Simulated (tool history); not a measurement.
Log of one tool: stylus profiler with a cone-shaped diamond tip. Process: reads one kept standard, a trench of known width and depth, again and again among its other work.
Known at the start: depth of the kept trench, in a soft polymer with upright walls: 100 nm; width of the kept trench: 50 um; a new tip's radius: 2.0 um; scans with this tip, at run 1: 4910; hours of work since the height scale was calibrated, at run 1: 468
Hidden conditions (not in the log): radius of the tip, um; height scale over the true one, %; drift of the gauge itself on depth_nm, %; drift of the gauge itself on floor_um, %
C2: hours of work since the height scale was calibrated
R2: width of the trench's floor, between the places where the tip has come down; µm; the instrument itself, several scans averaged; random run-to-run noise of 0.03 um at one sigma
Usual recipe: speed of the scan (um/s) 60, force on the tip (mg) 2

Run 1, day 0: usual settings; scans with this tip 4910; C2 468. Result: depth of the trench (nm) 101.07, R2 48.09 µm.
Run 2, day 0.558: usual settings; scans with this tip 5006; C2 477. Result: depth of the trench (nm) 101.02, R2 48.06 µm.
Run 3, day 1.254: usual settings but speed of the scan (um/s) 20; scans with this tip 5126; C2 489. Result: depth of the trench (nm) 101.06, R2 48.29 µm.
Run 4, day 2.146: usual settings but speed of the scan (um/s) 20; scans with this tip 5279; C2 503. Result: depth of the trench (nm) 101.05, R2 48.31 µm.
Run 5, day 2.7: usual settings but speed of the scan (um/s) 20; scans with this tip 5375; C2 513. Result: depth of the trench (nm) 101.06, R2 48.28 µm.
Run 6, day 3.675: usual settings but speed of the scan (um/s) 20; scans with this tip 5543; C2 529. Result: depth of the trench (nm) 101.06, R2 48.27 µm.
Run 7, day 4.492: usual settings but speed of the scan (um/s) 20; scans with this tip 5683; C2 542. Result: depth of the trench (nm) 101.09, R2 48.27 µm.
Run 8, day 5.079: usual settings but force on the tip (mg) 1.65; scans with this tip 5784; C2 552. Result: depth of the trench (nm) 100.91, R2 47.97 µm.
Run 9, day 6.033: usual settings; scans with this tip 5949; C2 567. Result: depth of the trench (nm) 101, R2 48.03 µm.
Run 10, day 7.092: usual settings; scans with this tip 6131; C2 585. Result: depth of the trench (nm) 101.01, R2 47.97 µm.
Run 11, day 7.9: usual settings; scans with this tip 6270; C2 598. Result: depth of the trench (nm) 100.99, R2 47.98 µm.
Run 12, day 8.538: usual settings; scans with this tip 6379; C2 608. Result: depth of the trench (nm) 101.01, R2 48.01 µm.
Run 13, day 9.167: usual settings; scans with this tip 6488; C2 619. Result: depth of the trench (nm) 101.01, R2 47.94 µm.
Run 14, day 10.138: usual settings; scans with this tip 6655; C2 635. Result: depth of the trench (nm) 100.92, R2 47.97 µm.
Run 15, day 10.988: usual settings but force on the tip (mg) 1.4; scans with this tip 6801; C2 649. Result: depth of the trench (nm) 100.72, R2 47.9 µm.
Run 16, day 11.554: usual settings but force on the tip (mg) 1.4; scans with this tip 6899; C2 658. Result: depth of the trench (nm) 100.7, R2 47.94 µm.
Run 17, day 12.55: usual settings but speed of the scan (um/s) 72; scans with this tip 7070; C2 674. Result: depth of the trench (nm) 100.94, R2 47.85 µm.
Run 18, day 13.554: usual settings but speed of the scan (um/s) 124, force on the tip (mg) 1.63; scans with this tip 7243; C2 691. Result: depth of the trench (nm) 100.81, R2 47.54 µm.
Run 19, day 14.346: usual settings but speed of the scan (um/s) 69; scans with this tip 7379; C2 704. Result: depth of the trench (nm) 100.94, R2 47.93 µm.
Run 20, day 14.988: usual settings but speed of the scan (um/s) 109, force on the tip (mg) 4.68; scans with this tip 7489; C2 714. Result: depth of the trench (nm) 101.88, R2 47.81 µm.
Run 21, day 15.883: usual settings but speed of the scan (um/s) 36, force on the tip (mg) 1.92; scans with this tip 7644; C2 729. Result: depth of the trench (nm) 100.91, R2 48.03 µm.
Run 22, day 16.471: usual settings but speed of the scan (um/s) 32, force on the tip (mg) 5.24; scans with this tip 7745; C2 739. Result: depth of the trench (nm) 102.13, R2 48.17 µm.
Run 23, day 17.021: usual settings but speed of the scan (um/s) 20, force on the tip (mg) 4.07; scans with this tip 7840; C2 748. Result: depth of the trench (nm) 101.71, R2 48.12 µm.
Run 24, day 17.667: usual settings but speed of the scan (um/s) 126, force on the tip (mg) 1.94; scans with this tip 7951; C2 758. Result: depth of the trench (nm) 100.87, R2 47.52 µm.
Run 25, day 18.625: usual settings but force on the tip (mg) 1.29; scans with this tip 8116; C2 774. Result: depth of the trench (nm) 100.61, R2 47.83 µm.
Run 26, day 19.242: usual settings but speed of the scan (um/s) 171, force on the tip (mg) 1.34; scans with this tip 8222; C2 784. Result: depth of the trench (nm) 100.59, R2 47.05 µm.
Run 27, day 20.292: usual settings but speed of the scan (um/s) 219, force on the tip (mg) 5.59; scans with this tip 8403; C2 801. Result: depth of the trench (nm) 102.11, R2 47.49 µm.
Run 28, day 20.862: usual settings but speed of the scan (um/s) 126, force on the tip (mg) 1.4; scans with this tip 8501; C2 811. Result: depth of the trench (nm) 100.64, R2 47.35 µm.
Run 29, day 21.904: usual settings but speed of the scan (um/s) 73, force on the tip (mg) 0.97; scans with this tip 8680; C2 828. Result: depth of the trench (nm) 100.38, R2 47.59 µm.

Consider 3 possible next runs. They are alternatives, not a sequence: every one starts from the tool as it was left by run 29. What does each give?
Run A, day 23.058: usual settings but speed of the scan (um/s) 51, force on the tip (mg) 0.97; scans with this tip 8879; C2 847. Result: depth of the trench (nm) ?, R2 ?.
Run B, day 23.058: usual settings but speed of the scan (um/s) 20, force on the tip (mg) 2.32; scans with this tip 8879; C2 847. Result: depth of the trench (nm) ?, R2 ?.
Run C, day 23.058: usual settings but speed of the scan (um/s) 118, force on the tip (mg) 1.37; scans with this tip 8879; C2 847. Result: depth of the trench (nm) ?, R2 ?.

run  depth of the trench (nm)     R2
  A                    100.44  47.73
  B                    101.04  48.09
  C                     100.6  47.43
Had the tool no hidden state, the same runs would have come out as:
run  depth of the trench (nm)     R2
  A                    100.81   48.3
  B                    101.41  48.67
  C                    100.98     48

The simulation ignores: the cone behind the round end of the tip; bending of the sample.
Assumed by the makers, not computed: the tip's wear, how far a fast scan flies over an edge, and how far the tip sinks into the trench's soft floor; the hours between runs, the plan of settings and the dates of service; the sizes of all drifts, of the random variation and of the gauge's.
